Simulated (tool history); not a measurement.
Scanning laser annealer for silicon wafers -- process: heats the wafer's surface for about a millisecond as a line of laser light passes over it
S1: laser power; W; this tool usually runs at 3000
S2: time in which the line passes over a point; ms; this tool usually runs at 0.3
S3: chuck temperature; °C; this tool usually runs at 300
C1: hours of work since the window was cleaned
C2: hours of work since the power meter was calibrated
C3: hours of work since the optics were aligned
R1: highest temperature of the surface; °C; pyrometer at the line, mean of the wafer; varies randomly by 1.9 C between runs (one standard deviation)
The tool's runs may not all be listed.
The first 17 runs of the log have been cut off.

run,hour,S1,S2,S3,C1,C2,C3,R1
18,171.2,2950,0.3,300,360,476,135,1102
19,182.5,2950,0.3,300,368,484,143,1104
20,192,3000,0.211,300,374,490,149,973
21,202.1,3000,0.211,300,381,497,156,969
22,213.9,3000,0.282,300,389,505,164,1084
23,227.9,3000,0.282,300,398,514,173,1083
24,239.8,3000,0.238,261,406,522,181,971
25,254.3,3000,0.238,261,416,532,191,972
26,268.2,2982,0.248,288,425,541,201,1014
27,279.1,3245,0.248,289,433,549,208,1078
28,293.1,3235,0.343,322,442,558,217,1261
29,305.5,3000,0.3,337,451,567,226,1145
30,311.9,3000,0.3,337,455,571,230,1148
31,319.2,3000,0.3,337,460,576,235,1146
32,332.7,3000,0.3,337,469,585,244,1148
33,344.9,3000,0.28,300,477,593,252,1080
34,357.8,2627,0.356,300,486,602,261,1080
35,368.3,3000,0.3,333,493,609,268,1143
36,381.3,2875,0.366,325,502,618,277,1191
37,393.7,2781,0.332,283,510,626,285,1077
38,407,2879,0.3,326,519,635,294,1102
39,416.4,2879,0.3,326,525,641,300,1097
40,428.9,3291,0.275,330,534,650,309,1174

Here are 4 independent what-if runs from the current tool condition. What would each one return?
A,443.1,2903,0.276,264,543,659,318,?
B,443.1,3291,0.275,297,543,659,318,?
C,443.1,3144,0.342,318,543,659,318,?
D,443.1,2966,0.267,307,543,659,318,?

run,R1
A,1010
B,1138
C,1225
D,1057
With the hidden condition removed and each run's random variation left untouched, the same runs would have given:
run,R1
A,1040
B,1172
C,1261
D,1087

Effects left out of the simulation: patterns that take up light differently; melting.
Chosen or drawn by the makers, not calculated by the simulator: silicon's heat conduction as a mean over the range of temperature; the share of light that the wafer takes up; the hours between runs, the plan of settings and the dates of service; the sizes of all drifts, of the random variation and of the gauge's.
